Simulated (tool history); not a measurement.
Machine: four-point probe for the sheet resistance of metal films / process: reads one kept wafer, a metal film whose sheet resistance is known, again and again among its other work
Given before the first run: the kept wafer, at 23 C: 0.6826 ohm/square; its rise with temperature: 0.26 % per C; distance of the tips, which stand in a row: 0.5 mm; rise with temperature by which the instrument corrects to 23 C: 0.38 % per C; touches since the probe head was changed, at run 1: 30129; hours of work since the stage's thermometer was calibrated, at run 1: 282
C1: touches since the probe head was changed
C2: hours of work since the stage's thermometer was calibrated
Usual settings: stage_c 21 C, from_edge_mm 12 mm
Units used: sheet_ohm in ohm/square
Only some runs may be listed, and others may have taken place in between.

{"run": 1, "hour": 0.0, "stage_c": 21, "from_edge_mm": 12, "C1": 30129, "C2": 282, "sheet_ohm": 0.685381}
{"run": 2, "hour": 29.1, "stage_c": 27, "from_edge_mm": 12, "C1": 30835, "C2": 299, "sheet_ohm": 0.680464}
{"run": 3, "hour": 61.1, "stage_c": 27, "from_edge_mm": 12, "C1": 31613, "C2": 318, "sheet_ohm": 0.680507}
{"run": 4, "hour": 86.0, "stage_c": 33, "from_edge_mm": 12, "C1": 32218, "C2": 333, "sheet_ohm": 0.675912}
{"run": 5, "hour": 105.1, "stage_c": 33, "from_edge_mm": 12, "C1": 32682, "C2": 344, "sheet_ohm": 0.676366}
{"run": 6, "hour": 139.3, "stage_c": 21, "from_edge_mm": 12, "C1": 33512, "C2": 364, "sheet_ohm": 0.685441}
{"run": 7, "hour": 165.9, "stage_c": 21, "from_edge_mm": 7, "C1": 34159, "C2": 380, "sheet_ohm": 0.686727}
{"run": 8, "hour": 192.0, "stage_c": 21, "from_edge_mm": 35, "C1": 34791, "C2": 395, "sheet_ohm": 0.684739}
{"run": 9, "hour": 219.4, "stage_c": 35, "from_edge_mm": 12, "C1": 35457, "C2": 412, "sheet_ohm": 0.674758}
{"run": 10, "hour": 253.8, "stage_c": 35, "from_edge_mm": 70, "C1": 36292, "C2": 432, "sheet_ohm": 0.674046}
{"run": 11, "hour": 270.8, "stage_c": 21, "from_edge_mm": 12, "C1": 36705, "C2": 442, "sheet_ohm": 0.685343}
{"run": 12, "hour": 298.2, "stage_c": 26, "from_edge_mm": 12, "C1": 37371, "C2": 458, "sheet_ohm": 0.681447}
{"run": 13, "hour": 313.2, "stage_c": 26, "from_edge_mm": 12, "C1": 37734, "C2": 467, "sheet_ohm": 0.681351}
{"run": 14, "hour": 343.7, "stage_c": 26, "from_edge_mm": 12, "C1": 38475, "C2": 485, "sheet_ohm": 0.681296}
{"run": 15, "hour": 361.4, "stage_c": 26, "from_edge_mm": 12, "C1": 38906, "C2": 495, "sheet_ohm": 0.681485}
{"run": 16, "hour": 394.6, "stage_c": 26, "from_edge_mm": 12, "C1": 39712, "C2": 515, "sheet_ohm": 0.681411}
{"run": 17, "hour": 418.6, "stage_c": 27, "from_edge_mm": 12, "C1": 40294, "C2": 529, "sheet_ohm": 0.680763}
{"run": 18, "hour": 433.6, "stage_c": 27, "from_edge_mm": 12, "C1": 40659, "C2": 538, "sheet_ohm": 0.68073}
{"run": 19, "hour": 460.2, "stage_c": 27, "from_edge_mm": 12, "C1": 41304, "C2": 553, "sheet_ohm": 0.680799}
{"run": 20, "hour": 479.1, "stage_c": 27, "from_edge_mm": 12, "C1": 41765, "C2": 565, "sheet_ohm": 0.68081}
{"run": 21, "hour": 495.4, "stage_c": 27, "from_edge_mm": 12, "C1": 42160, "C2": 574, "sheet_ohm": 0.680889}
{"run": 22, "hour": 518.3, "stage_c": 32, "from_edge_mm": 9, "C1": 42716, "C2": 588, "sheet_ohm": 0.677673}
{"run": 23, "hour": 545.6, "stage_c": 21, "from_edge_mm": 12, "C1": 43380, "C2": 604, "sheet_ohm": 0.685716}
{"run": 24, "hour": 567.3, "stage_c": 21, "from_edge_mm": 12, "C1": 43907, "C2": 617, "sheet_ohm": 0.685444}
{"run": 25, "hour": 594.5, "stage_c": 21, "from_edge_mm": 36, "C1": 44567, "C2": 633, "sheet_ohm": 0.685183}
{"run": 26, "hour": 612.4, "stage_c": 21, "from_edge_mm": 56, "C1": 45002, "C2": 643, "sheet_ohm": 0.68458}
{"run": 27, "hour": 647.6, "stage_c": 24, "from_edge_mm": 22, "C1": 45857, "C2": 664, "sheet_ohm": 0.682766}
{"run": 28, "hour": 664.9, "stage_c": 24, "from_edge_mm": 22, "C1": 46276, "C2": 674, "sheet_ohm": 0.682974}
{"run": 29, "hour": 687.7, "stage_c": 21, "from_edge_mm": 74, "C1": 46830, "C2": 687, "sheet_ohm": 0.684886}
{"run": 30, "hour": 718.6, "stage_c": 23, "from_edge_mm": 72, "C1": 47580, "C2": 706, "sheet_ohm": 0.683319}
{"run": 31, "hour": 745.5, "stage_c": 23, "from_edge_mm": 72, "C1": 48234, "C2": 722, "sheet_ohm": 0.683585}
{"run": 32, "hour": 762.9, "stage_c": 23, "from_edge_mm": 34, "C1": 48657, "C2": 732, "sheet_ohm": 0.683713}
{"run": 33, "hour": 779.2, "stage_c": 23, "from_edge_mm": 34, "C1": 49052, "C2": 741, "sheet_ohm": 0.683705}
{"run": 34, "hour": 799.7, "stage_c": 30, "from_edge_mm": 12, "C1": 49552, "C2": 753, "sheet_ohm": 0.678692}
{"run": 35, "hour": 826.9, "stage_c": 31, "from_edge_mm": 12, "C1": 50211, "C2": 769, "sheet_ohm": 0.678012}
{"run": 36, "hour": 853.9, "stage_c": 32, "from_edge_mm": 6, "C1": 50866, "C2": 785, "sheet_ohm": 0.679141}
{"run": 37, "hour": 888.1, "stage_c": 32, "from_edge_mm": 6, "C1": 51698, "C2": 806, "sheet_ohm": 0.679384}
{"run": 38, "hour": 903.8, "stage_c": 27, "from_edge_mm": 34, "C1": 52079, "C2": 815, "sheet_ohm": 0.680416}
{"run": 39, "hour": 933.2, "stage_c": 20, "from_edge_mm": 40, "C1": 52792, "C2": 832, "sheet_ohm": 0.685864}

Below are 3 alternative next runs, each starting from the tool's condition after run 39. Predict each:
{"run": "A", "hour": 951.3, "stage_c": 30, "from_edge_mm": 40, "C1": 53232, "C2": 843, "sheet_ohm": "?"}
{"run": "B", "hour": 951.3, "stage_c": 26, "from_edge_mm": 44, "C1": 53232, "C2": 843, "sheet_ohm": "?"}
{"run": "C", "hour": 951.3, "stage_c": 26, "from_edge_mm": 40, "C1": 53232, "C2": 843, "sheet_ohm": "?"}

run=A sheet_ohm=0.678180
run=B sheet_ohm=0.681114
run=C sheet_ohm=0.681159
Without the tool's hidden state the same runs would have given:
run=A sheet_ohm=0.677228
run=B sheet_ohm=0.680155
run=C sheet_ohm=0.680199
